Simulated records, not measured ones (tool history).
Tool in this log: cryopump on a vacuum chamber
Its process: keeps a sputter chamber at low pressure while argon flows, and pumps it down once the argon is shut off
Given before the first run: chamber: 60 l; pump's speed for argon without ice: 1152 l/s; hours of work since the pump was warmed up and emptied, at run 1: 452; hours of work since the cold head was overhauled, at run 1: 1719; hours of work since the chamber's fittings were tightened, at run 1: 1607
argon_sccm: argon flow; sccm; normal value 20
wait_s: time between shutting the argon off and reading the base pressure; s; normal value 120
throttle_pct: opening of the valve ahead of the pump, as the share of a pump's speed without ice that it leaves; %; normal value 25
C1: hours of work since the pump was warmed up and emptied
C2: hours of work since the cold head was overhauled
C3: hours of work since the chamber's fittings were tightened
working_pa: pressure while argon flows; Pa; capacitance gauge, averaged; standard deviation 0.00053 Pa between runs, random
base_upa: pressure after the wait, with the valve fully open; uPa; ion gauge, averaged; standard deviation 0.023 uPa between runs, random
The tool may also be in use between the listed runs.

run 1 hour=0.0 | argon_sccm=20 wait_s=120 throttle_pct=25 | C1=452 C2=1719 C3=1607 | working_pa=0.1224 base_upa=2.47
run 2 hour=67.9 | argon_sccm=20 wait_s=120 throttle_pct=25 | C1=489 C2=1756 C3=1644 | working_pa=0.1241 base_upa=2.50
run 3 hour=110.1 | argon_sccm=20 wait_s=120 throttle_pct=25 | C1=512 C2=1779 C3=1667 | working_pa=0.1237 base_upa=2.51
run 4 hour=166.6 | argon_sccm=20 wait_s=120 throttle_pct=25 | C1=543 C2=1810 C3=1698 | working_pa=0.1237 base_upa=2.67
run 5 hour=214.5 | argon_sccm=20 wait_s=120 throttle_pct=25 | C1=569 C2=1836 C3=1724 | working_pa=0.1234 base_upa=2.70
-- hour=247.2 pump warmed up, emptied and cooled again
run 6 hour=308.7 | argon_sccm=20 wait_s=120 throttle_pct=25 | C1=34 C2=1885 C3=1773 | working_pa=0.1177 base_upa=2.30
run 7 hour=359.2 | argon_sccm=20 wait_s=120 throttle_pct=32 | C1=61 C2=1912 C3=1800 | working_pa=0.0921 base_upa=2.42
run 8 hour=398.7 | argon_sccm=22 wait_s=120 throttle_pct=25 | C1=83 C2=1934 C3=1822 | working_pa=0.1299 base_upa=2.44
run 9 hour=474.9 | argon_sccm=20 wait_s=120 throttle_pct=25 | C1=124 C2=1975 C3=1863 | working_pa=0.1193 base_upa=2.45
run 10 hour=525.3 | argon_sccm=20 wait_s=120 throttle_pct=25 | C1=152 C2=2003 C3=1891 | working_pa=0.1189 base_upa=2.50
run 11 hour=617.3 | argon_sccm=20 wait_s=120 throttle_pct=25 | C1=202 C2=2053 C3=1941 | working_pa=0.1197 base_upa=2.58
run 12 hour=699.4 | argon_sccm=20 wait_s=181 throttle_pct=25 | C1=247 C2=2098 C3=1986 | working_pa=0.1205 base_upa=2.46
run 13 hour=750.8 | argon_sccm=20 wait_s=181 throttle_pct=38 | C1=275 C2=2126 C3=2014 | working_pa=0.0803 base_upa=2.43
run 14 hour=808.1 | argon_sccm=20 wait_s=181 throttle_pct=38 | C1=306 C2=2157 C3=2045 | working_pa=0.0811 base_upa=2.54
run 15 hour=873.0 | argon_sccm=20 wait_s=181 throttle_pct=38 | C1=341 C2=2192 C3=2080 | working_pa=0.0809 base_upa=2.53
run 16 hour=913.2 | argon_sccm=20 wait_s=181 throttle_pct=38 | C1=363 C2=2214 C3=2102 | working_pa=0.0817 base_upa=2.64
run 17 hour=983.2 | argon_sccm=20 wait_s=120 throttle_pct=25 | C1=401 C2=2252 C3=2140 | working_pa=0.1217 base_upa=2.79
run 18 hour=1043.4 | argon_sccm=20 wait_s=42 throttle_pct=45 | C1=434 C2=2285 C3=2173 | working_pa=0.0702 base_upa=4.01
run 19 hour=1093.5 | argon_sccm=11 wait_s=120 throttle_pct=25 | C1=461 C2=2313 C3=2201 | working_pa=0.0673 base_upa=2.95
run 20 hour=1183.5 | argon_sccm=28 wait_s=120 throttle_pct=43 | C1=510 C2=2362 C3=2250 | working_pa=0.1047 base_upa=3.07
run 21 hour=1262.4 | argon_sccm=10 wait_s=57 throttle_pct=25 | C1=553 C2=2405 C3=2293 | working_pa=0.0609 base_upa=3.70
-- hour=1320.5 pump warmed up, emptied and cooled again
run 22 hour=1358.7 | argon_sccm=10 wait_s=39 throttle_pct=25 | C1=21 C2=2454 C3=2342 | working_pa=0.0583 base_upa=3.82
run 23 hour=1431.7 | argon_sccm=26 wait_s=39 throttle_pct=25 | C1=61 C2=2494 C3=2382 | working_pa=0.1535 base_upa=4.04
run 24 hour=1501.2 | argon_sccm=11 wait_s=39 throttle_pct=39 | C1=99 C2=2532 C3=2420 | working_pa=0.0426 base_upa=4.08
run 25 hour=1597.2 | argon_sccm=20 wait_s=28 throttle_pct=32 | C1=151 C2=2584 C3=2472 | working_pa=0.0934 base_upa=4.67
run 26 hour=1658.7 | argon_sccm=20 wait_s=28 throttle_pct=32 | C1=184 C2=2618 C3=2506 | working_pa=0.0942 base_upa=4.83
run 27 hour=1748.3 | argon_sccm=20 wait_s=79 throttle_pct=35 | C1=233 C2=2667 C3=2555 | working_pa=0.0856 base_upa=3.36
run 28 hour=1795.3 | argon_sccm=22 wait_s=228 throttle_pct=17 | C1=259 C2=2692 C3=2580 | working_pa=0.1941 base_upa=2.81
run 29 hour=1875.6 | argon_sccm=20 wait_s=121 throttle_pct=25 | C1=303 C2=2736 C3=2624 | working_pa=0.1212 base_upa=3.36
run 30 hour=1937.3 | argon_sccm=20 wait_s=102 throttle_pct=25 | C1=336 C2=2770 C3=2658 | working_pa=0.1208 base_upa=3.34
run 31 hour=2017.3 | argon_sccm=35 wait_s=223 throttle_pct=35 | C1=380 C2=2813 C3=2701 | working_pa=0.1551 base_upa=3.15
run 32 hour=2067.5 | argon_sccm=35 wait_s=164 throttle_pct=35 | C1=407 C2=2841 C3=2729 | working_pa=0.1546 base_upa=3.25
run 33 hour=2118.3 | argon_sccm=35 wait_s=164 throttle_pct=35 | C1=435 C2=2868 C3=2757 | working_pa=0.1558 base_upa=3.30
run 34 hour=2208.7 | argon_sccm=29 wait_s=113 throttle_pct=39 | C1=484 C2=2918 C3=2806 | working_pa=0.1172 base_upa=3.55

Alternative continuations, all from the tool just after run 34; predict every row:
run A hour=2283.7 | argon_sccm=29 wait_s=200 throttle_pct=42 | C1=525 C2=2959 C3=2847 | working_pa=? base_upa=?
run B hour=2283.7 | argon_sccm=8 wait_s=120 throttle_pct=53 | C1=525 C2=2959 C3=2847 | working_pa=? base_upa=?
run C hour=2283.7 | argon_sccm=22 wait_s=172 throttle_pct=25 | C1=525 C2=2959 C3=2847 | working_pa=? base_upa=?
run D hour=2283.7 | argon_sccm=20 wait_s=289 throttle_pct=25 | C1=525 C2=2959 C3=2847 | working_pa=? base_upa=?

run=A working_pa=0.1113 base_upa=3.46
run=B working_pa=0.0244 base_upa=3.64
run=C working_pa=0.1355 base_upa=3.52
run=D working_pa=0.1235 base_upa=3.23
Take away the tool's hidden state, keep each run's random variation, and the runs would have read:
run=A working_pa=0.1025 base_upa=0.58
run=B working_pa=0.0220 base_upa=0.79
run=C working_pa=0.1289 base_upa=0.64
run=D working_pa=0.1175 base_upa=0.45

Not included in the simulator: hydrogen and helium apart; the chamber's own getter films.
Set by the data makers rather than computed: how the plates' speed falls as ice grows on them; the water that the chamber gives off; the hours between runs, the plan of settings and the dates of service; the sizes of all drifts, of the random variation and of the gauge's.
